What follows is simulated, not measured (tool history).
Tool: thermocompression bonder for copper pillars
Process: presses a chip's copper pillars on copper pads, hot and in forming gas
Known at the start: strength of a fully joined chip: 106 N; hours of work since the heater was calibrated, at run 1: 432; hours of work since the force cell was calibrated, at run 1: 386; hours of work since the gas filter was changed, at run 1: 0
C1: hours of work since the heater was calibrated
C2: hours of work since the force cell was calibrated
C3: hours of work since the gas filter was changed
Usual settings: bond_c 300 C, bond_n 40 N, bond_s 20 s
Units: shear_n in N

Run 1, hour 0.0: usual settings; C1 432; C2 386; C3 0. Result: shear_n 77.9 N.
Run 2, hour 11.6: usual settings; C1 440; C2 395; C3 9. Result: shear_n 77.9 N.
Run 3, hour 24.6: usual settings; C1 450; C2 405; C3 19. Result: shear_n 78.9 N.
Run 4, hour 31.2: usual settings; C1 455; C2 410; C3 24. Result: shear_n 77.3 N.
Run 5, hour 40.9: usual settings; C1 463; C2 417; C3 31. Result: shear_n 78.0 N.
Run 6, hour 54.7: usual settings; C1 473; C2 428; C3 41. Result: shear_n 78.0 N.
Run 7, hour 64.7: usual settings; C1 481; C2 435; C3 49. Result: shear_n 77.9 N.
Run 8, hour 77.5: usual settings; C1 490; C2 445; C3 59. Result: shear_n 77.3 N.
Run 9, hour 86.2: usual settings; C1 497; C2 451; C3 65. Result: shear_n 78.3 N.
Run 10, hour 96.8: usual settings; C1 505; C2 459; C3 73. Result: shear_n 78.7 N.
At hour 99.9: heater calibrated with a thermocouple chip.
Run 11, hour 109.2: usual settings; C1 7; C2 467; C3 81. Result: shear_n 78.1 N.
Run 12, hour 121.8: usual settings; C1 17; C2 477; C3 90. Result: shear_n 78.1 N.
Run 13, hour 134.4: usual settings; C1 26; C2 486; C3 100. Result: shear_n 78.0 N.
Run 14, hour 145.8: usual settings but bond_n 41 N; C1 35; C2 495; C3 109. Result: shear_n 79.1 N.
Run 15, hour 159.2: usual settings but bond_n 41 N; C1 45; C2 505; C3 119. Result: shear_n 79.3 N.
Run 16, hour 173.0: usual settings but bond_n 41 N; C1 55; C2 515; C3 129. Result: shear_n 79.9 N.
Run 17, hour 185.2: usual settings but bond_n 47 N, bond_s 30 s; C1 64; C2 525; C3 138. Result: shear_n 91.1 N.
Run 18, hour 194.1: usual settings but bond_c 324 C, bond_n 41 N, bond_s 10 s; C1 71; C2 531; C3 145. Result: shear_n 79.1 N.
Run 19, hour 201.1: usual settings but bond_c 307 C, bond_n 43 N; C1 76; C2 537; C3 150. Result: shear_n 84.7 N.
Run 20, hour 209.9: usual settings but bond_c 307 C, bond_n 43 N; C1 83; C2 543; C3 157. Result: shear_n 84.9 N.
Run 21, hour 217.3: usual settings but bond_c 304 C, bond_n 28 N, bond_s 10 s; C1 89; C2 549; C3 163. Result: shear_n 50.8 N.
Run 22, hour 230.1: usual settings but bond_c 278 C, bond_n 34 N; C1 98; C2 559; C3 172. Result: shear_n 57.5 N.
Run 23, hour 242.3: usual settings but bond_c 275 C, bond_n 48 N; C1 108; C2 568; C3 181. Result: shear_n 72.8 N.
Run 24, hour 256.9: usual settings but bond_c 325 C, bond_n 56 N; C1 119; C2 579; C3 193. Result: shear_n 99.9 N.
Run 25, hour 269.3: usual settings but bond_c 325 C, bond_n 56 N; C1 128; C2 588; C3 202. Result: shear_n 100.6 N.
Run 26, hour 277.1: usual settings but bond_c 310 C, bond_n 43 N, bond_s 15 s; C1 134; C2 594; C3 208. Result: shear_n 80.8 N.
Run 27, hour 287.4: usual settings but bond_c 287 C, bond_s 18 s; C1 142; C2 602; C3 216. Result: shear_n 68.6 N.
Run 28, hour 294.0: usual settings but bond_c 327 C, bond_n 59 N, bond_s 27 s; C1 147; C2 607; C3 221. Result: shear_n 102.3 N.
Run 29, hour 307.8: usual settings but bond_c 277 C, bond_n 48 N, bond_s 15 s; C1 157; C2 617; C3 231. Result: shear_n 68.0 N.
Run 30, hour 316.4: usual settings but bond_c 277 C, bond_n 25 N, bond_s 45 s; C1 163; C2 624; C3 237. Result: shear_n 58.1 N.
Run 31, hour 330.5: usual settings but bond_c 298 C, bond_n 33 N, bond_s 26 s; C1 174; C2 634; C3 248. Result: shear_n 72.6 N.

3 ways to go on from here, each from the tool as it stands after run 31. What would each give?
Run A, hour 338.0: usual settings but bond_c 323 C, bond_n 50 N; C1 180; C2 640; C3 254. Result: shear_n ?.
Run B, hour 338.0: usual settings but bond_c 299 C, bond_n 43 N; C1 180; C2 640; C3 254. Result: shear_n ?.
Run C, hour 338.0: usual settings but bond_c 292 C, bond_s 12 s; C1 180; C2 640; C3 254. Result: shear_n ?.

run  shear_n
  A     96.4
  B     81.1
  C     64.7
Without the tool's hidden state the same runs would have given:
run  shear_n
  A     96.5
  B     81.1
  C     64.7

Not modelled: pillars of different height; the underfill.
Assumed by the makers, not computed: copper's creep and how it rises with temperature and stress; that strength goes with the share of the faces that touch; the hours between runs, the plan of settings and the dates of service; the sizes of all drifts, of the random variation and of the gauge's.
